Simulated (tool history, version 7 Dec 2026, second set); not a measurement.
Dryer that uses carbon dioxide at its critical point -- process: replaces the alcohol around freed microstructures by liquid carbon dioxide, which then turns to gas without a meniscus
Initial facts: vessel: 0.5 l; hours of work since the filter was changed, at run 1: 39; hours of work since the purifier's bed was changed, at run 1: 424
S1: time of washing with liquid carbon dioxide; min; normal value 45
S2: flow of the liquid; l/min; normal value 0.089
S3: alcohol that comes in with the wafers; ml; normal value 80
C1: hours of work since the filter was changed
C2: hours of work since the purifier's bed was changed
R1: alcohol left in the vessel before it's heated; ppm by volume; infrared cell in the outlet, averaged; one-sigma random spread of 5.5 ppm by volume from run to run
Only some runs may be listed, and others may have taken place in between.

run 1 hour=0 | S1=45 S2=0.089 S3=80 | C1=39 C2=424 | R1=328
run 2 hour=15.4 | S1=45 S2=0.089 S3=80 | C1=44 C2=430 | R1=329
run 3 hour=37.5 | S1=45 S2=0.089 S3=80 | C1=52 C2=437 | R1=325
run 4 hour=61.9 | S1=45 S2=0.089 S3=80 | C1=61 C2=446 | R1=337
run 5 hour=84.2 | S1=45 S2=0.089 S3=80 | C1=69 C2=454 | R1=334
run 6 hour=112.8 | S1=45 S2=0.089 S3=42 | C1=79 C2=464 | R1=255
run 7 hour=130.4 | S1=59 S2=0.089 S3=80 | C1=85 C2=470 | R1=185
run 8 hour=158.8 | S1=59 S2=0.089 S3=80 | C1=95 C2=481 | R1=188
run 9 hour=178.2 | S1=59 S2=0.089 S3=80 | C1=102 C2=487 | R1=189
run 10 hour=195.7 | S1=45 S2=0.089 S3=80 | C1=108 C2=494 | R1=374
run 11 hour=223.2 | S1=45 S2=0.089 S3=80 | C1=118 C2=503 | R1=381
run 12 hour=243.9 | S1=45 S2=0.089 S3=80 | C1=125 C2=511 | R1=400
run 13 hour=257.7 | S1=45 S2=0.089 S3=80 | C1=130 C2=516 | R1=409
run 14 hour=285.5 | S1=45 S2=0.089 S3=80 | C1=140 C2=526 | R1=417
run 15 hour=307.4 | S1=45 S2=0.089 S3=80 | C1=148 C2=533 | R1=421
run 16 hour=334.2 | S1=45 S2=0.0654 S3=80 | C1=158 C2=543 | R1=1603
run 17 hour=350.9 | S1=45 S2=0.0654 S3=80 | C1=164 C2=549 | R1=1611
run 18 hour=364.4 | S1=45 S2=0.0654 S3=80 | C1=168 C2=554 | R1=1618
run 19 hour=381.9 | S1=55 S2=0.0896 S3=43 | C1=175 C2=560 | R1=224
run 20 hour=397.7 | S1=55 S2=0.0896 S3=43 | C1=180 C2=566 | R1=221
run 21 hour=421.1 | S1=38 S2=0.089 S3=43 | C1=188 C2=574 | R1=572
run 22 hour=435.4 | S1=38 S2=0.089 S3=43 | C1=194 C2=579 | R1=589
run 23 hour=453.3 | S1=71 S2=0.0543 S3=78 | C1=200 C2=585 | R1=557
run 24 hour=474.2 | S1=50 S2=0.0533 S3=49 | C1=207 C2=593 | R1=1720
run 25 hour=489 | S1=40 S2=0.1182 S3=76 | C1=213 C2=598 | R1=291
run 26 hour=518.2 | S1=46 S2=0.0921 S3=41 | C1=223 C2=608 | R1=306
run 27 hour=538.3 | S1=52 S2=0.1187 S3=80 | C1=230 C2=616 | R1=221
run 28 hour=561.3 | S1=52 S2=0.1187 S3=80 | C1=238 C2=624 | R1=212
run 29 hour=583.8 | S1=39 S2=0.1101 S3=24 | C1=246 C2=632 | R1=270
run 30 hour=607.6 | S1=39 S2=0.096 S3=46 | C1=255 C2=640 | R1=490
run 31 hour=636.1 | S1=32 S2=0.089 S3=82 | C1=265 C2=650 | R1=2298

Consider 5 possible next runs. They are alternatives, not a sequence: every one starts from the tool as it was left by run 31. What does each give?
run A hour=653.6 | S1=32 S2=0.089 S3=31 | C1=271 C2=657 | R1=?
run B hour=653.6 | S1=32 S2=0.089 S3=29 | C1=271 C2=657 | R1=?
run C hour=653.6 | S1=45 S2=0.0878 S3=57 | C1=271 C2=657 | R1=?
run D hour=653.6 | S1=45 S2=0.1213 S3=80 | C1=271 C2=657 | R1=?
run E hour=653.6 | S1=45 S2=0.089 S3=36 | C1=271 C2=657 | R1=?

run=A R1=997
run=B R1=957
run=C R1=481
run=D R1=247
run=E R1=389
With the hidden condition removed and each run's random variation left untouched, the same runs would have given:
run=A R1=442
run=B R1=425
run=C R1=121
run=D R1=12
run=E R1=76
